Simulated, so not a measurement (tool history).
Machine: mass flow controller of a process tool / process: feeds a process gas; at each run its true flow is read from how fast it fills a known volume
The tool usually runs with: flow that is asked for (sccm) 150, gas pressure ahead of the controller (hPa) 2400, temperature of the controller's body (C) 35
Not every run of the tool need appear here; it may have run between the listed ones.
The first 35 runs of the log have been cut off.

run	day	flow that is asked for (sccm)	gas pressure ahead of the controller (hPa)	temperature of the controller's body (C)	hours of work since the controller was set to zero	hours of work since the controller was changed	true flow (%)
36	455.392	125	1810	27	3515	10061	97.79
37	463.788	239	2170	35	3672	10218	96.11
38	472.854	225	2400	35	3841	10387	96.00
39	489.321	225	2400	35	4148	10694	96.01
40	496.975	50	1450	25	4291	10837	103.25
41	507.592	61	2600	35	4490	11036	100.65
42	523.217	302	1430	22	4781	11328	97.37
43	532.558	414	2430	22	4956	11502	96.60
44	545.842	414	2430	22	5204	11750	96.54
45	555.667	487	1420	22	5387	11933	97.28
46	564.492	487	1420	28	5552	12098	96.98
47	572.650	150	2250	27	5705	12251	97.77
48	581.154	150	2330	27	5863	12410	97.67
49	598.846	111	2340	24	6194	12740	99.44

Below are 3 alternative next runs, each starting from the tool's condition after run 49. Predict each:
A	616.312	395	2340	24	6520	13066	?
B	616.312	111	1600	36	6520	13066	?
C	616.312	141	1400	34	6520	13066	?

run	true flow (%)
A	96.34
B	99.28
C	98.28
What these runs would have given with no unlogged condition in the tool:
run	true flow (%)
A	99.49
B	98.32
C	98.54
